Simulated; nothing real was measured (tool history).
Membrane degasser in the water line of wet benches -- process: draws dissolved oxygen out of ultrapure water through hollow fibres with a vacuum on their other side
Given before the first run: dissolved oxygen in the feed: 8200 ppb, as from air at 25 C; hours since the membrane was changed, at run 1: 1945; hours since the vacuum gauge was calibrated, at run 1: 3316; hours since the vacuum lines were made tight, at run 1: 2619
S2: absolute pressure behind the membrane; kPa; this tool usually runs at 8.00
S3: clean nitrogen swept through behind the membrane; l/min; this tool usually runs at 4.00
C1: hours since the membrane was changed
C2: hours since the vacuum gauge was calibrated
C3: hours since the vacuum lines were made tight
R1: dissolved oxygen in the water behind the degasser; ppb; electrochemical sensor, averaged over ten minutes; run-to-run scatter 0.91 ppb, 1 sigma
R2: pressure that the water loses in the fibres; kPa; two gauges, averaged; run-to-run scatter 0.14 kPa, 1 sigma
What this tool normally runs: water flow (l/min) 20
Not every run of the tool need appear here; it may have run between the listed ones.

run 1 hour=0.0 | water_flow_(l/min)=20 S2=8.00 S3=4.00 | C1=1945 C2=3316 C3=2619 | R1=84.8 R2=26.19
run 2 hour=61.0 | water_flow_(l/min)=20 S2=8.00 S3=4.00 | C1=2006 C2=3377 C3=2680 | R1=86.7 R2=26.19
run 3 hour=140.4 | water_flow_(l/min)=20 S2=8.00 S3=4.00 | C1=2086 C2=3457 C3=2759 | R1=84.6 R2=26.27
run 4 hour=266.3 | water_flow_(l/min)=20 S2=8.00 S3=7.53 | C1=2212 C2=3582 C3=2885 | R1=60.4 R2=26.14
run 5 hour=324.2 | water_flow_(l/min)=14 S2=8.00 S3=4.00 | C1=2270 C2=3640 C3=2943 | R1=50.0 R2=18.52
run 6 hour=442.4 | water_flow_(l/min)=17 S2=8.00 S3=4.00 | C1=2388 C2=3759 C3=3061 | R1=65.3 R2=22.29
run 7 hour=568.2 | water_flow_(l/min)=17 S2=8.00 S3=4.00 | C1=2513 C2=3884 C3=3187 | R1=66.3 R2=22.15
run 8 hour=694.8 | water_flow_(l/min)=20 S2=8.00 S3=4.00 | C1=2640 C2=4011 C3=3313 | R1=86.2 R2=26.17
run 9 hour=762.4 | water_flow_(l/min)=20 S2=8.00 S3=4.00 | C1=2708 C2=4079 C3=3381 | R1=87.1 R2=26.37
run 10 hour=864.4 | water_flow_(l/min)=20 S2=8.00 S3=4.00 | C1=2810 C2=4181 C3=3483 | R1=85.1 R2=26.38
run 11 hour=939.3 | water_flow_(l/min)=20 S2=8.00 S3=4.00 | C1=2885 C2=4255 C3=3558 | R1=85.3 R2=26.37
run 12 hour=1020.7 | water_flow_(l/min)=21 S2=8.00 S3=4.00 | C1=2966 C2=4337 C3=3639 | R1=94.2 R2=27.44
run 13 hour=1104.6 | water_flow_(l/min)=21 S2=8.00 S3=4.00 | C1=3050 C2=4421 C3=3723 | R1=93.5 R2=27.58
run 14 hour=1208.3 | water_flow_(l/min)=21 S2=8.00 S3=4.00 | C1=3154 C2=4524 C3=3827 | R1=94.4 R2=27.60
run 15 hour=1266.9 | water_flow_(l/min)=21 S2=8.00 S3=4.00 | C1=3212 C2=4583 C3=3885 | R1=94.1 R2=27.51
run 16 hour=1322.0 | water_flow_(l/min)=20 S2=8.00 S3=1.62 | C1=3267 C2=4638 C3=3941 | R1=161.7 R2=26.54
run 17 hour=1378.1 | water_flow_(l/min)=20 S2=8.00 S3=7.30 | C1=3323 C2=4694 C3=3997 | R1=60.8 R2=26.33
run 18 hour=1474.1 | water_flow_(l/min)=26 S2=10.74 S3=1.66 | C1=3419 C2=4790 C3=4093 | R1=319.4 R2=34.48
run 19 hour=1536.2 | water_flow_(l/min)=21 S2=10.02 S3=4.00 | C1=3481 C2=4852 C3=4155 | R1=117.4 R2=27.67
run 20 hour=1660.9 | water_flow_(l/min)=16 S2=10.91 S3=4.00 | C1=3606 C2=4977 C3=4279 | R1=87.8 R2=20.68
run 21 hour=1753.1 | water_flow_(l/min)=18 S2=8.00 S3=4.00 | C1=3698 C2=5069 C3=4372 | R1=71.7 R2=23.78
run 22 hour=1815.2 | water_flow_(l/min)=18 S2=13.17 S3=2.48 | C1=3760 C2=5131 C3=4434 | R1=193.6 R2=23.69
run 23 hour=1927.6 | water_flow_(l/min)=18 S2=13.17 S3=2.48 | C1=3873 C2=5244 C3=4546 | R1=190.5 R2=23.74
run 24 hour=2019.6 | water_flow_(l/min)=18 S2=13.17 S3=2.48 | C1=3965 C2=5336 C3=4638 | R1=193.9 R2=23.64
run 25 hour=2109.3 | water_flow_(l/min)=25 S2=9.77 S3=4.00 | C1=4055 C2=5425 C3=4728 | R1=149.7 R2=32.93

Predict the results of run 26:
run 26 hour=2209.4 | water_flow_(l/min)=27 S2=7.60 S3=4.00 | C1=4155 C2=5526 C3=4828 | R1=? R2=?

R1: 140.2 ppb
R2: 35.54 kPa
With no hidden state in the tool, this same run would have given R1 140.0 ppb, R2 35.54 kPa.
